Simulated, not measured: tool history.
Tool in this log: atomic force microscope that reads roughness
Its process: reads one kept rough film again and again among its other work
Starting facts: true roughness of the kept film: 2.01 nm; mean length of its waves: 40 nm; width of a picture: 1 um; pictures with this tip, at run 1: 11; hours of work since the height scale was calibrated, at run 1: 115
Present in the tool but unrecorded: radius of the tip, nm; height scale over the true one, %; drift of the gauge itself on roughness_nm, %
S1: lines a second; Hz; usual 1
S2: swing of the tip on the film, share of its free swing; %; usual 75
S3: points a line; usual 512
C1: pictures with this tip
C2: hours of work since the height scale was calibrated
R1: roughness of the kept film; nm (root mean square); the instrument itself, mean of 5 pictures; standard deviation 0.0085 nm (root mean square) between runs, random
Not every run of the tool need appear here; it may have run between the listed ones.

run	day	S1	S2	S3	C1	C2	R1
1	0	1	75	512	11	115	1.864
2	0.288	1	75	512	17	118	1.852
3	0.708	1	75	512	26	122	1.842
4	1.375	1	75	512	39	129	1.84
5	1.762	1	75	512	47	133	1.831
6	2.208	1	75	512	56	137	1.827
7	2.754	1	75	512	67	143	1.823
8	3.171	1	84	512	76	147	1.799
9	3.704	1	84	512	87	152	1.783
10	4.333	0.92	84	512	99	159	1.788
11	4.888	0.92	84	512	111	164	1.777
12	5.212	0.92	84	512	117	168	1.772
13	5.621	0.92	84	512	126	172	1.783
14	6.008	0.92	84	512	133	176	1.772
15	6.629	0.92	84	512	146	182	1.758
16	7.25	1	75	512	159	188	1.787
17	7.625	1	75	512	166	192	1.771
18	8.196	1	75	512	178	198	1.76
19	8.796	1	75	512	190	204	1.746
20	9.367	1	67	512	202	210	1.761
21	10.004	1	67	512	215	216	1.757
22	10.467	1	67	512	224	221	1.732
23	11.125	1	75	335	237	227	1.707
24	11.654	1	75	512	248	233	1.716
25	12.292	1	75	512	261	239	1.712
26	12.762	1	75	512	271	244	1.712
27	13.062	1	75	512	277	247	1.709
28	13.562	1	75	512	287	252	1.704
# day 13.654: height scale calibrated on a step standard
# day 13.775: new tip fitted
29	13.912	1	55	512	3	2	1.885
30	14.208	1	63	544	9	5	1.879
31	14.725	1	59	512	19	11	1.883
# day 15.175: height scale calibrated on a step standard, once more
32	15.392	1	59	512	32	2	1.864
33	15.675	1	59	512	38	5	1.867
34	16.012	3.6	75	748	45	8	1.736
35	16.562	3.6	75	748	56	14	1.73
36	17.221	3.6	75	748	69	21	1.729
37	17.646	0.63	60	442	78	25	1.861
38	18.033	2.94	67	446	86	29	1.777
39	18.404	3.7	56	512	93	33	1.797
40	18.729	1	60	455	100	36	1.84
41	19.017	1	60	455	106	39	1.829
42	19.429	1	60	455	114	43	1.819
43	20.062	1	60	455	127	49	1.815
44	20.658	1.81	69	314	139	55	1.767
45	20.971	1.81	69	314	145	59	1.758
46	21.508	1.28	87	458	156	64	1.731
47	22.042	1	75	999	167	69	1.759
48	22.483	3.16	82	856	176	74	1.647
49	22.962	3.16	82	856	186	79	1.628
50	23.471	0.73	83	856	196	84	1.742
51	23.975	0.73	85	356	206	89	1.737
52	24.346	0.73	85	356	214	93	1.732

Hidden state at the last listed run before each entry between runs and at the first one after, where it differs:
Runs 28 to 29: height scale calibrated on a step standard (day 13.654); new tip fitted (day 13.775)
  radius of the tip, nm: 30.7 -> 10.2; height scale over the true one, %: -0.1 -> -0.12
  measured value less the no-hidden-state value, R1: -0.167 -> -0.004 nm (root mean square)
Runs 31 to 32: height scale calibrated on a step standard, once more (day 15.175)
  radius of the tip, nm: 11.3 -> 12.2; height scale over the true one, %: -0.12 -> -0.06
  measured value less the no-hidden-state value, R1: -0.014 -> -0.02 nm (root mean square)

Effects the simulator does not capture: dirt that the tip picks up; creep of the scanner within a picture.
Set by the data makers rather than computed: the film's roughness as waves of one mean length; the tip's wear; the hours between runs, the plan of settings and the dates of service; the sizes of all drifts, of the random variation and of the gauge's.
